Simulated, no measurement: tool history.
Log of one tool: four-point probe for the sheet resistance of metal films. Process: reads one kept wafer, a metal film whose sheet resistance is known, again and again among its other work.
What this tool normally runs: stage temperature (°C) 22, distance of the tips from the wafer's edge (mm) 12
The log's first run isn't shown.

run,hour,stage temperature (°C),distance of the tips from the wafer's edge (mm),sheet resistance as the instrument gives it (ohm/square)
2,20.3,22,12,0.177414
3,43.9,34,12,0.177966
4,65.9,34,12,0.177934
5,85.4,34,12,0.177995
6,107.2,22,12,0.177339
7,129.3,22,8,0.178155
8,150.5,22,8,0.178121
9,168.6,22,8,0.178159
10,192.9,22,8,0.178187
11,221.7,22,12,0.177348
12,236.4,22,35,0.176749
13,253.5,22,35,0.176717
14,273.7,22,12,0.177341
15,300.6,22,12,0.1773
16,318.1,22,12,0.177285
17,333.3,24,51,0.176799
18,358,24,9,0.177889
19,377.9,30,32,0.177075
20,398.8,23,3,0.186523
21,419.3,20,7,0.17844
22,437.8,28,5,0.18059
23,452.2,22,4,0.18238
24,468.7,20,9,0.177615
25,495.3,20,9,0.177653

Estimate the outcome of run 26 from the log above:
26,519.7,26,20,?

Run 26 yielded sheet resistance as the instrument gives it (ohm/square) 0.177013.
If the tool had no hidden condition, the same run with the same run-to-run variation would have returned sheet resistance as the instrument gives it (ohm/square) 0.177299.
